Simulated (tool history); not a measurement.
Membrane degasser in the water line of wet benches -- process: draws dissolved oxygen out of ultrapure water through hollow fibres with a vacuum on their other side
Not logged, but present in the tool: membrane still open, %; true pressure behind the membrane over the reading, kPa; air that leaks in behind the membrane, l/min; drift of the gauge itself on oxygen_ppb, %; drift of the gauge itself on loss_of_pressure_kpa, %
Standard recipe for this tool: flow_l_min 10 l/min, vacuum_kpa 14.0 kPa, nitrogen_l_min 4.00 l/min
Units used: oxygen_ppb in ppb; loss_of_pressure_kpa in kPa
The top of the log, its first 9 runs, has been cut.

| run | hour | flow_l_min | vacuum_kpa | nitrogen_l_min | hours since the membrane was changed | hours since the vacuum gauge was calibrated | hours since the vacuum lines were made tight | oxygen_ppb | loss_of_pressure_kpa |
|---|---|---|---|---|---|---|---|---|---|
|  | 911.4 | vacuum gauge calibrated, once more |
| 10 | 942.2 | 15 | 14.0 | 4.00 | 7384 | 31 | 4050 | 208.0 | 104.92 |
| 11 | 1087.6 | 15 | 14.0 | 4.00 | 7529 | 176 | 4196 | 209.3 | 106.00 |
| 12 | 1159.1 | 15 | 14.0 | 4.00 | 7601 | 248 | 4267 | 209.1 | 105.65 |
| 13 | 1277.4 | 15 | 14.0 | 4.00 | 7719 | 366 | 4385 | 209.5 | 106.06 |
| 14 | 1437.6 | 7 | 14.0 | 4.00 | 7879 | 526 | 4546 | 71.8 | 49.83 |
| 15 | 1518.0 | 7 | 14.0 | 4.00 | 7960 | 607 | 4626 | 70.9 | 49.28 |
| 16 | 1641.1 | 7 | 14.0 | 4.00 | 8083 | 730 | 4749 | 72.4 | 49.21 |
| 17 | 1747.4 | 7 | 14.0 | 4.00 | 8189 | 836 | 4855 | 72.4 | 49.78 |
| 18 | 1882.0 | 12 | 21.0 | 7.12 | 8324 | 971 | 4990 | 151.6 | 85.56 |
| 19 | 1985.4 | 12 | 21.0 | 7.12 | 8427 | 1074 | 5094 | 154.7 | 85.57 |
| 20 | 2073.8 | 12 | 21.0 | 7.12 | 8516 | 1162 | 5182 | 151.8 | 85.62 |
| 21 | 2239.0 | 12 | 21.0 | 7.12 | 8681 | 1328 | 5347 | 154.5 | 86.12 |
| 22 | 2328.4 | 10 | 14.0 | 3.61 | 8770 | 1417 | 5437 | 128.0 | 71.35 |
| 23 | 2477.9 | 6 | 14.0 | 4.00 | 8920 | 1566 | 5586 | 61.2 | 43.13 |
| 24 | 2639.3 | 12 | 24.2 | 4.00 | 9081 | 1728 | 5747 | 237.0 | 86.23 |
| 25 | 2752.8 | 16 | 25.7 | 6.86 | 9194 | 1841 | 5861 | 269.0 | 114.80 |
| 26 | 2886.5 | 10 | 10.6 | 2.94 | 9328 | 1975 | 5995 | 119.1 | 72.22 |
| 27 | 3035.9 | 11 | 26.6 | 2.94 | 9478 | 2124 | 6144 | 284.1 | 79.35 |
| 28 | 3183.1 | 10 | 26.1 | 11.19 | 9625 | 2272 | 6291 | 108.0 | 72.76 |
| 29 | 3270.6 | 10 | 26.1 | 11.19 | 9712 | 2359 | 6379 | 111.0 | 72.20 |
| 30 | 3338.8 | 11 | 10.0 | 4.00 | 9780 | 2427 | 6447 | 116.0 | 79.84 |
| 31 | 3432.1 | 11 | 10.0 | 4.00 | 9874 | 2521 | 6540 | 121.4 | 80.24 |

Forecast each of these 3 alternatives for the next run:
| A | 3583.0 | 13 | 10.1 | 4.02 | 10025 | 2672 | 6691 | ? | ? |
| B | 3583.0 | 11 | 29.3 | 3.84 | 10025 | 2672 | 6691 | ? | ? |
| C | 3583.0 | 11 | 15.3 | 8.46 | 10025 | 2672 | 6691 | ? | ? |

| run | oxygen_ppb | loss_of_pressure_kpa |
|---|---|---|
| A | 154.2 | 93.99 |
| B | 257.9 | 80.27 |
| C | 112.5 | 80.32 |
Without the tool's unlogged condition, the same runs would have read:
| run | oxygen_ppb | loss_of_pressure_kpa |
|---|---|---|
| A | 109.8 | 83.69 |
| B | 216.1 | 71.50 |
| C | 78.3 | 71.53 |

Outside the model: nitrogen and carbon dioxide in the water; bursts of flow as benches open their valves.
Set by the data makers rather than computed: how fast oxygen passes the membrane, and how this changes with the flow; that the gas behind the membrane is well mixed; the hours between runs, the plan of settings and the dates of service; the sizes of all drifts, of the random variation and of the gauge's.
